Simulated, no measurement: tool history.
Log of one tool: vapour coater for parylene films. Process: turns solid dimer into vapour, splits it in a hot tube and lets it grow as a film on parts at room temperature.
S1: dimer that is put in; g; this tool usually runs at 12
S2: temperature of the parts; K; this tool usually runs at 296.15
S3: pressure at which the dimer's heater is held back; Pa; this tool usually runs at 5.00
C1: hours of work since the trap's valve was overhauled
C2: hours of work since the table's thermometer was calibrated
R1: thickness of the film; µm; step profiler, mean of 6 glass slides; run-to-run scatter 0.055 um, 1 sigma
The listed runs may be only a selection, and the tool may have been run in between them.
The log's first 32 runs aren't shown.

| run | hour | S1 | S2 | S3 | C1 | C2 | R1 |
|---|---|---|---|---|---|---|---|
| 33 | 1802.0 | 9 | 305.15 | 2.86 | 234 | 1536 | 3.36 |
| 34 | 1841.2 | 8 | 296.15 | 2.11 | 253 | 1555 | 4.78 |
| 35 | 1912.9 | 8 | 296.15 | 2.11 | 287 | 1590 | 4.79 |
| 36 | 1956.8 | 14 | 296.15 | 2.49 | 309 | 1611 | 8.23 |
| 37 | 2023.6 | 12 | 292.15 | 9.91 | 341 | 1643 | 7.14 |
| 38 | 2092.3 | 12 | 292.15 | 9.91 | 374 | 1676 | 7.06 |
| 39 | 2163.7 | 13 | 295.15 | 3.33 | 409 | 1711 | 7.67 |
| 40 | 2217.9 | 12 | 295.15 | 10.75 | 435 | 1737 | 6.04 |
| 41 | 2279.2 | 8 | 296.15 | 7.59 | 464 | 1766 | 4.04 |
| 42 | 2345.5 | 17 | 296.15 | 2.57 | 496 | 1798 | 9.96 |
| 43 | 2424.8 | 15 | 289.15 | 5.00 | 534 | 1837 | 10.93 |
| 44 | 2501.8 | 11 | 303.15 | 2.34 | 572 | 1874 | 4.71 |
| 45 | 2569.6 | 11 | 303.15 | 2.34 | 604 | 1907 | 4.66 |
|  | 2595.9 | table's thermometer calibrated |
| 46 | 2616.9 | 17 | 295.15 | 2.61 | 627 | 10 | 10.46 |
|  | 2627.7 | trap's valve overhauled |
| 47 | 2673.0 | 17 | 295.15 | 2.61 | 22 | 35 | 10.32 |

What if the next run were any one of these 4? Each begins from the tool's condition after run 47:
| A | 2705.2 | 11 | 289.15 | 4.60 | 37 | 51 | ? |
| B | 2705.2 | 20 | 295.15 | 4.69 | 37 | 51 | ? |
| C | 2705.2 | 7 | 295.15 | 4.05 | 37 | 51 | ? |
| D | 2705.2 | 5 | 290.15 | 5.73 | 37 | 51 | ? |

| run | R1 |
|---|---|
| A | 8.32 |
| B | 11.32 |
| C | 4.05 |
| D | 3.52 |
Without the tool's hidden state the same runs would have given:
| run | R1 |
|---|---|
| A | 8.32 |
| B | 11.32 |
| C | 4.05 |
| D | 3.52 |

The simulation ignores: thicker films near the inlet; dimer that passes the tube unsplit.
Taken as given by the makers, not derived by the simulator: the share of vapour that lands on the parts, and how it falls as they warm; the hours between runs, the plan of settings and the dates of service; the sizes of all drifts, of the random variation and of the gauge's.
